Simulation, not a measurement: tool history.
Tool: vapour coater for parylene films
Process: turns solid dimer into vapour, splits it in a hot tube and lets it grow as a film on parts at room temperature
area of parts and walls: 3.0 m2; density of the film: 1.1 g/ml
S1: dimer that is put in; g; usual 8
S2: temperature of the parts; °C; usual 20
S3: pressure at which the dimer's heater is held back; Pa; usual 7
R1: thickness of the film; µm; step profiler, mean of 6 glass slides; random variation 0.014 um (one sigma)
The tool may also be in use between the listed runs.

| run | hour | S1 | S2 | S3 | R1 |
|---|---|---|---|---|---|
| 1 | 0 | 8 | 20 | 7 | 1.17 |
| 2 | 16.8 | 8 | 20 | 7 | 1.18 |
| 3 | 37.5 | 8 | 20 | 7 | 1.17 |
| 4 | 57.8 | 5 | 20 | 7 | 0.74 |
| 5 | 76.9 | 8 | 20 | 7.56 | 1.11 |
| 6 | 95 | 8 | 20 | 7.63 | 1.11 |
| 7 | 111.3 | 8 | 20 | 7 | 1.14 |
| 8 | 127.1 | 8 | 19 | 7 | 1.2 |
| 9 | 152.6 | 8 | 19 | 7 | 1.16 |
| 10 | 170.7 | 8 | 20 | 7 | 1.11 |
| 11 | 186 | 8 | 20 | 7 | 1.14 |
| 12 | 201.3 | 8 | 20 | 7 | 1.12 |
| 13 | 224 | 8 | 20 | 7 | 1.11 |
| 14 | 239.8 | 8 | 26 | 7 | 0.9 |
| 15 | 254.5 | 8 | 26 | 7 | 0.86 |
| 16 | 265.3 | 7 | 26 | 7 | 0.78 |
| 17 | 288.9 | 7 | 26 | 7 | 0.74 |
| 18 | 313.9 | 13 | 20 | 7 | 1.73 |
| 19 | 326.7 | 13 | 16 | 3.22 | 2.29 |
| 20 | 339.9 | 9 | 20 | 2.53 | 1.37 |
| 21 | 360.3 | 5 | 15 | 3.7 | 0.89 |
| 22 | 371 | 11 | 13 | 6.41 | 1.89 |
| 23 | 383.8 | 11 | 16 | 6.41 | 1.68 |
| 24 | 398 | 10 | 16 | 3.01 | 1.73 |

Forecast each of these 4 alternatives for the next run:
| A | 420.4 | 10 | 16 | 3.58 | ? |
| B | 420.4 | 8 | 20 | 10.52 | ? |
| C | 420.4 | 6 | 29 | 5.78 | ? |
| D | 420.4 | 8 | 28 | 7 | ? |

| run | R1 |
|---|---|
| A | 1.66 |
| B | 0.97 |
| C | 0.59 |
| D | 0.76 |
Without the tool's hidden state the same runs would have given:
| run | R1 |
|---|---|
| A | 1.88 |
| B | 1.1 |
| C | 0.66 |
| D | 0.86 |

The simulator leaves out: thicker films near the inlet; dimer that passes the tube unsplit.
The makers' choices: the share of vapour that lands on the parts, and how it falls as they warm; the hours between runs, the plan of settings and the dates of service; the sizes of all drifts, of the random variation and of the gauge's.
